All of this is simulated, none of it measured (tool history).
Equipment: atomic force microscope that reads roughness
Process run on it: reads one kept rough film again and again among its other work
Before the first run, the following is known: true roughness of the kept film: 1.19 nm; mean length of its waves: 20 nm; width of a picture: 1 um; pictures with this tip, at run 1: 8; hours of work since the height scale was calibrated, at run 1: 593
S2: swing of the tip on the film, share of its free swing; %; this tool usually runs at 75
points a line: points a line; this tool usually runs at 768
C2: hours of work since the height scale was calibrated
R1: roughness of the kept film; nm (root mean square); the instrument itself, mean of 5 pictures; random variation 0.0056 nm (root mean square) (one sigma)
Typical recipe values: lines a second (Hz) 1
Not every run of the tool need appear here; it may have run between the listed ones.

{"run": 1, "day": 0.0, "lines a second (Hz)": 1, "S2": 75, "points a line": 768, "pictures with this tip": 8, "C2": 593, "R1": 0.951}
{"run": 2, "day": 1.317, "lines a second (Hz)": 1, "S2": 75, "points a line": 768, "pictures with this tip": 38, "C2": 611, "R1": 0.87}
{"run": 3, "day": 2.429, "lines a second (Hz)": 1, "S2": 82, "points a line": 768, "pictures with this tip": 63, "C2": 626, "R1": 0.797}
{"run": 4, "day": 4.483, "lines a second (Hz)": 1, "S2": 82, "points a line": 768, "pictures with this tip": 109, "C2": 654, "R1": 0.715}
{"day": 4.646, "done": "new tip fitted"}
{"run": 5, "day": 6.2, "lines a second (Hz)": 1, "S2": 82, "points a line": 768, "pictures with this tip": 35, "C2": 676, "R1": 0.847}
{"run": 6, "day": 8.296, "lines a second (Hz)": 1, "S2": 82, "points a line": 768, "pictures with this tip": 82, "C2": 705, "R1": 0.771}
{"run": 7, "day": 9.496, "lines a second (Hz)": 1, "S2": 86, "points a line": 768, "pictures with this tip": 109, "C2": 721, "R1": 0.715}
{"day": 9.679, "done": "new tip fitted"}
{"run": 8, "day": 11.629, "lines a second (Hz)": 1, "S2": 86, "points a line": 768, "pictures with this tip": 44, "C2": 749, "R1": 0.826}
{"run": 9, "day": 13.812, "lines a second (Hz)": 1, "S2": 86, "points a line": 768, "pictures with this tip": 93, "C2": 778, "R1": 0.729}
{"day": 14.667, "done": "new tip fitted"}
{"run": 10, "day": 15.054, "lines a second (Hz)": 1, "S2": 86, "points a line": 768, "pictures with this tip": 8, "C2": 795, "R1": 0.898}
{"run": 11, "day": 16.429, "lines a second (Hz)": 1, "S2": 86, "points a line": 768, "pictures with this tip": 39, "C2": 813, "R1": 0.835}
{"run": 12, "day": 18.546, "lines a second (Hz)": 1, "S2": 86, "points a line": 768, "pictures with this tip": 86, "C2": 842, "R1": 0.751}
{"day": 19.612, "done": "new tip fitted"}
{"run": 13, "day": 21.133, "lines a second (Hz)": 1, "S2": 86, "points a line": 768, "pictures with this tip": 34, "C2": 876, "R1": 0.825}
{"run": 14, "day": 23.375, "lines a second (Hz)": 1, "S2": 86, "points a line": 768, "pictures with this tip": 84, "C2": 906, "R1": 0.737}
{"day": 24.579, "done": "new tip fitted"}
{"run": 15, "day": 25.958, "lines a second (Hz)": 1, "S2": 75, "points a line": 768, "pictures with this tip": 31, "C2": 941, "R1": 0.884}
{"run": 16, "day": 27.854, "lines a second (Hz)": 2.31, "S2": 75, "points a line": 768, "pictures with this tip": 73, "C2": 966, "R1": 0.745}
{"run": 17, "day": 29.383, "lines a second (Hz)": 2.31, "S2": 75, "points a line": 768, "pictures with this tip": 107, "C2": 987, "R1": 0.679}
{"day": 29.525, "done": "new tip fitted"}
{"run": 18, "day": 31.375, "lines a second (Hz)": 2.31, "S2": 75, "points a line": 768, "pictures with this tip": 42, "C2": 1013, "R1": 0.782}
{"run": 19, "day": 32.446, "lines a second (Hz)": 2.31, "S2": 75, "points a line": 768, "pictures with this tip": 65, "C2": 1027, "R1": 0.741}
{"day": 34.492, "done": "new tip fitted"}
{"run": 20, "day": 34.55, "lines a second (Hz)": 1, "S2": 73, "points a line": 768, "pictures with this tip": 1, "C2": 1055, "R1": 0.972}
{"run": 21, "day": 36.167, "lines a second (Hz)": 1, "S2": 73, "points a line": 768, "pictures with this tip": 37, "C2": 1077, "R1": 0.885}
{"run": 22, "day": 38.083, "lines a second (Hz)": 1, "S2": 75, "points a line": 677, "pictures with this tip": 80, "C2": 1103, "R1": 0.779}
{"day": 39.508, "done": "new tip fitted"}
{"run": 23, "day": 40.55, "lines a second (Hz)": 1, "S2": 75, "points a line": 677, "pictures with this tip": 23, "C2": 1136, "R1": 0.905}
{"run": 24, "day": 42.25, "lines a second (Hz)": 1, "S2": 75, "points a line": 677, "pictures with this tip": 61, "C2": 1159, "R1": 0.816}
{"run": 25, "day": 44.1, "lines a second (Hz)": 1, "S2": 75, "points a line": 768, "pictures with this tip": 103, "C2": 1183, "R1": 0.759}
{"day": 44.496, "done": "new tip fitted"}
{"run": 26, "day": 45.792, "lines a second (Hz)": 1, "S2": 75, "points a line": 972, "pictures with this tip": 29, "C2": 1206, "R1": 0.898}
{"day": 46.012, "done": "height scale calibrated on a step standard"}
{"run": 27, "day": 48.388, "lines a second (Hz)": 1, "S2": 75, "points a line": 972, "pictures with this tip": 86, "C2": 32, "R1": 0.769}
{"day": 49.579, "done": "new tip fitted"}
{"run": 28, "day": 50.942, "lines a second (Hz)": 1, "S2": 55, "points a line": 768, "pictures with this tip": 30, "C2": 66, "R1": 0.954}
{"run": 29, "day": 52.038, "lines a second (Hz)": 1.65, "S2": 55, "points a line": 519, "pictures with this tip": 55, "C2": 81, "R1": 0.89}
{"day": 52.633, "done": "height scale calibrated on a step standard, once more"}
{"run": 30, "day": 53.967, "lines a second (Hz)": 1.65, "S2": 55, "points a line": 519, "pictures with this tip": 97, "C2": 18, "R1": 0.803}
{"day": 54.579, "done": "new tip fitted"}
{"run": 31, "day": 56.367, "lines a second (Hz)": 1.65, "S2": 67, "points a line": 979, "pictures with this tip": 40, "C2": 50, "R1": 0.874}
{"run": 32, "day": 57.996, "lines a second (Hz)": 2.21, "S2": 61, "points a line": 979, "pictures with this tip": 77, "C2": 72, "R1": 0.796}
{"day": 59.567, "done": "new tip fitted"}
{"run": 33, "day": 60.396, "lines a second (Hz)": 1.98, "S2": 61, "points a line": 768, "pictures with this tip": 18, "C2": 104, "R1": 0.922}
{"run": 34, "day": 62.317, "lines a second (Hz)": 2.88, "S2": 85, "points a line": 371, "pictures with this tip": 61, "C2": 129, "R1": 0.624}
{"day": 64.542, "done": "new tip fitted"}
{"run": 35, "day": 64.688, "lines a second (Hz)": 1, "S2": 57, "points a line": 735, "pictures with this tip": 3, "C2": 161, "R1": 1.028}
{"run": 36, "day": 66.983, "lines a second (Hz)": 1, "S2": 74, "points a line": 989, "pictures with this tip": 54, "C2": 192, "R1": 0.859}
{"run": 37, "day": 69.412, "lines a second (Hz)": 3.26, "S2": 77, "points a line": 314, "pictures with this tip": 109, "C2": 224, "R1": 0.603}
{"day": 69.646, "done": "new tip fitted"}
{"run": 38, "day": 70.938, "lines a second (Hz)": 3.26, "S2": 77, "points a line": 314, "pictures with this tip": 28, "C2": 245, "R1": 0.731}
{"run": 39, "day": 73.533, "lines a second (Hz)": 1.69, "S2": 70, "points a line": 790, "pictures with this tip": 87, "C2": 280, "R1": 0.752}
{"day": 74.604, "done": "new tip fitted"}
{"run": 40, "day": 74.783, "lines a second (Hz)": 1.07, "S2": 67, "points a line": 768, "pictures with this tip": 4, "C2": 296, "R1": 0.987}
{"run": 41, "day": 76.583, "lines a second (Hz)": 1.07, "S2": 67, "points a line": 768, "pictures with this tip": 45, "C2": 320, "R1": 0.88}
{"run": 42, "day": 79.171, "lines a second (Hz)": 1.07, "S2": 67, "points a line": 768, "pictures with this tip": 103, "C2": 355, "R1": 0.765}
{"day": 79.55, "done": "new tip fitted"}
{"run": 43, "day": 81.108, "lines a second (Hz)": 0.56, "S2": 87, "points a line": 768, "pictures with this tip": 35, "C2": 381, "R1": 0.892}
{"run": 44, "day": 83.35, "lines a second (Hz)": 1.34, "S2": 75, "points a line": 518, "pictures with this tip": 85, "C2": 411, "R1": 0.768}
{"day": 84.579, "done": "new tip fitted"}
{"run": 45, "day": 85.021, "lines a second (Hz)": 1.4, "S2": 76, "points a line": 768, "pictures with this tip": 10, "C2": 433, "R1": 0.905}
{"run": 46, "day": 86.604, "lines a second (Hz)": 0.6, "S2": 57, "points a line": 775, "pictures with this tip": 45, "C2": 454, "R1": 0.924}
{"run": 47, "day": 88.792, "lines a second (Hz)": 1, "S2": 56, "points a line": 341, "pictures with this tip": 94, "C2": 484, "R1": 0.788}
{"day": 89.683, "done": "new tip fitted"}
{"run": 48, "day": 90.625, "lines a second (Hz)": 1.07, "S2": 68, "points a line": 335, "pictures with this tip": 21, "C2": 508, "R1": 0.918}
{"run": 49, "day": 91.925, "lines a second (Hz)": 1.07, "S2": 68, "points a line": 351, "pictures with this tip": 50, "C2": 525, "R1": 0.866}
{"run": 50, "day": 93.367, "lines a second (Hz)": 1.07, "S2": 68, "points a line": 351, "pictures with this tip": 82, "C2": 545, "R1": 0.788}
{"day": 94.608, "done": "new tip fitted"}
{"run": 51, "day": 94.729, "lines a second (Hz)": 1.32, "S2": 70, "points a line": 768, "pictures with this tip": 2, "C2": 563, "R1": 0.967}

Each row is a separate what-if for the run after 51, all from the same tool condition, not one after another. Results?
{"run": "A", "day": 96.258, "lines a second (Hz)": 1, "S2": 61, "points a line": 301, "pictures with this tip": 37, "C2": 583, "R1": "?"}
{"run": "B", "day": 96.258, "lines a second (Hz)": 2.69, "S2": 57, "points a line": 297, "pictures with this tip": 37, "C2": 583, "R1": "?"}
{"run": "C", "day": 96.258, "lines a second (Hz)": 0.58, "S2": 70, "points a line": 257, "pictures with this tip": 37, "C2": 583, "R1": "?"}
{"run": "D", "day": 96.258, "lines a second (Hz)": 0.9, "S2": 63, "points a line": 769, "pictures with this tip": 37, "C2": 583, "R1": "?"}

run=A R1=0.91
run=B R1=0.865
run=C R1=0.905
run=D R1=0.924
With the hidden condition removed and each run's random variation left untouched, the same runs would have given:
run=A R1=1.001
run=B R1=0.954
run=C R1=0.997
run=D R1=1.018

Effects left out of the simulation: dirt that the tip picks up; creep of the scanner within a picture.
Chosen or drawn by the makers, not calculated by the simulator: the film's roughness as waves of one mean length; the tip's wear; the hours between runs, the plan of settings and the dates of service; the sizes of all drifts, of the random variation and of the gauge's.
